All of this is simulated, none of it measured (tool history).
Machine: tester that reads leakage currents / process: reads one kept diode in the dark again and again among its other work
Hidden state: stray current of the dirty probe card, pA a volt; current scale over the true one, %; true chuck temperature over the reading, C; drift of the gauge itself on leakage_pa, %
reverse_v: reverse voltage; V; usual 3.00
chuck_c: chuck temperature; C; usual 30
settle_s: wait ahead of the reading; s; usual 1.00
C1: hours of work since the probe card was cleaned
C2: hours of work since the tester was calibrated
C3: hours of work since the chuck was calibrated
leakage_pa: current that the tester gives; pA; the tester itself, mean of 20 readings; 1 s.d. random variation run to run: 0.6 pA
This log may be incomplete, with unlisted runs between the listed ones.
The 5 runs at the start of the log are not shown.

run 6 hour=212.2 | reverse_v=3.00 chuck_c=45 settle_s=1.00 | C1=236 C2=109 C3=620 | leakage_pa=717.30
run 7 hour=258.5 | reverse_v=6.71 chuck_c=45 settle_s=1.00 | C1=255 C2=128 C3=638 | leakage_pa=981.91
run 8 hour=284.2 | reverse_v=6.71 chuck_c=45 settle_s=1.00 | C1=266 C2=138 C3=649 | leakage_pa=983.32
run 9 hour=321.9 | reverse_v=6.71 chuck_c=45 settle_s=1.00 | C1=281 C2=153 C3=664 | leakage_pa=983.33
run 10 hour=369.6 | reverse_v=3.00 chuck_c=30 settle_s=1.00 | C1=300 C2=172 C3=683 | leakage_pa=199.95
run 11 hour=408.9 | reverse_v=3.00 chuck_c=30 settle_s=1.00 | C1=316 C2=188 C3=699 | leakage_pa=200.43
run 12 hour=433.8 | reverse_v=3.00 chuck_c=30 settle_s=2.86 | C1=326 C2=198 C3=709 | leakage_pa=199.05
run 13 hour=466.0 | reverse_v=3.00 chuck_c=30 settle_s=2.86 | C1=339 C2=211 C3=722 | leakage_pa=199.46
run 14 hour=497.3 | reverse_v=3.00 chuck_c=30 settle_s=2.86 | C1=352 C2=224 C3=735 | leakage_pa=199.86
run 15 hour=528.0 | reverse_v=3.00 chuck_c=30 settle_s=0.38 | C1=364 C2=236 C3=747 | leakage_pa=202.12
run 16 hour=580.0 | reverse_v=9.28 chuck_c=30 settle_s=5.70 | C1=385 C2=257 C3=768 | leakage_pa=309.05
run 17 hour=623.9 | reverse_v=9.28 chuck_c=30 settle_s=5.70 | C1=403 C2=275 C3=786 | leakage_pa=309.92
run 18 hour=670.5 | reverse_v=8.47 chuck_c=49 settle_s=4.12 | C1=422 C2=294 C3=805 | leakage_pa=1491.63
run 19 hour=713.5 | reverse_v=1.50 chuck_c=35 settle_s=0.70 | C1=439 C2=311 C3=822 | leakage_pa=236.12
run 20 hour=758.4 | reverse_v=2.60 chuck_c=23 settle_s=5.91 | C1=457 C2=330 C3=840 | leakage_pa=99.00
run 21 hour=785.1 | reverse_v=2.60 chuck_c=23 settle_s=5.91 | C1=468 C2=340 C3=851 | leakage_pa=99.05
run 22 hour=809.3 | reverse_v=2.15 chuck_c=35 settle_s=8.79 | C1=478 C2=350 C3=861 | leakage_pa=271.58
run 23 hour=849.1 | reverse_v=3.00 chuck_c=35 settle_s=1.00 | C1=494 C2=366 C3=877 | leakage_pa=310.15
run 24 hour=896.1 | reverse_v=2.08 chuck_c=30 settle_s=0.92 | C1=513 C2=385 C3=896 | leakage_pa=174.14
run 25 hour=921.7 | reverse_v=2.78 chuck_c=30 settle_s=0.69 | C1=523 C2=396 C3=906 | leakage_pa=194.48
run 26 hour=967.0 | reverse_v=1.02 chuck_c=22 settle_s=0.56 | C1=542 C2=414 C3=925 | leakage_pa=63.12
run 27 hour=1022.8 | reverse_v=4.59 chuck_c=58 settle_s=0.87 | C1=564 C2=436 C3=947 | leakage_pa=2345.73
run 28 hour=1071.0 | reverse_v=7.14 chuck_c=30 settle_s=1.46 | C1=584 C2=456 C3=967 | leakage_pa=280.93

Run 29 comes next. What will it give?
run 29 hour=1117.3 | reverse_v=7.07 chuck_c=31 settle_s=0.62 | C1=602 C2=475 C3=985 | leakage_pa=?

leakage_pa: 305.66 pA
On a tool with no hidden condition, and with the same random variation, this run would have come out at leakage_pa 305.35 pA.
